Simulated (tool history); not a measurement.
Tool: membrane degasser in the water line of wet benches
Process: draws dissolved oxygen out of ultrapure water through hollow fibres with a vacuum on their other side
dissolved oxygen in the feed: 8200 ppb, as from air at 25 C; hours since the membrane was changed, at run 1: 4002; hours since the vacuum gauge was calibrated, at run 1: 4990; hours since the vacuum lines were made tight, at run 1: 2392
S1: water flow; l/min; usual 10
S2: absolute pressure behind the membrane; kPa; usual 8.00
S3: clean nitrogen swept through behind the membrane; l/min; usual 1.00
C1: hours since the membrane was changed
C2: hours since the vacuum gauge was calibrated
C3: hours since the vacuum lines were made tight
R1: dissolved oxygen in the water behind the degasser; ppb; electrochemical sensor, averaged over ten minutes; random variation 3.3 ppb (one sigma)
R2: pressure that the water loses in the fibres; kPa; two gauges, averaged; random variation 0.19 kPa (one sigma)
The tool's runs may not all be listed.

run,hour,S1,S2,S3,C1,C2,C3,R1,R2
1,0.0,10,8.00,1.00,4002,4990,2392,342.6,41.38
2,96.2,10,8.00,1.00,4098,5086,2488,346.6,41.24
3,232.5,10,8.00,1.00,4234,5222,2624,344.8,41.56
# hour 265.4: vacuum gauge calibrated
4,294.7,10,8.00,1.00,4296,29,2686,353.1,41.65
5,439.0,10,8.00,1.00,4440,174,2830,348.2,41.79
6,529.8,10,8.00,1.00,4531,264,2921,350.6,41.64
7,650.9,10,8.00,1.00,4652,386,3042,352.9,41.89
8,742.3,10,8.00,1.00,4743,477,3134,352.1,42.07
# hour 833.6: vacuum gauge calibrated, once more
9,892.1,10,8.00,1.00,4893,59,3283,349.3,41.90
10,1042.6,10,8.00,1.00,5043,209,3434,348.5,41.77
11,1169.5,10,8.00,1.00,5170,336,3560,349.7,42.06
12,1246.4,11,6.24,1.23,5247,413,3637,367.6,46.05
13,1313.7,11,6.24,1.23,5314,480,3705,371.4,46.16
14,1385.8,8,6.60,1.02,5386,552,3777,184.4,33.41
15,1463.9,13,5.21,0.41,5465,630,3855,591.3,54.50
16,1563.1,10,5.21,0.82,5564,730,3954,306.7,41.80
17,1678.5,10,5.21,1.03,5679,845,4069,284.3,42.12
18,1790.5,10,5.21,1.03,5791,957,4181,283.3,41.96
19,1890.2,15,8.59,1.00,5891,1057,4281,797.6,62.64
20,2035.1,11,9.80,0.62,6036,1201,4426,563.9,45.84
21,2099.1,11,16.48,0.47,6100,1265,4490,904.7,46.13

Forecast each of these 3 alternatives for the next run:
A,2163.4,12,9.24,1.33,6164,1330,4554,?,?
B,2163.4,14,19.94,1.46,6164,1330,4554,?,?
C,2163.4,7,12.06,0.47,6164,1330,4554,?,?

run,R1,R2
A,522.5,50.40
B,881.5,58.77
C,375.8,29.45
Without the tool's hidden state the same runs would have given:
run,R1,R2
A,485.9,48.88
B,836.8,56.98
C,361.7,28.56
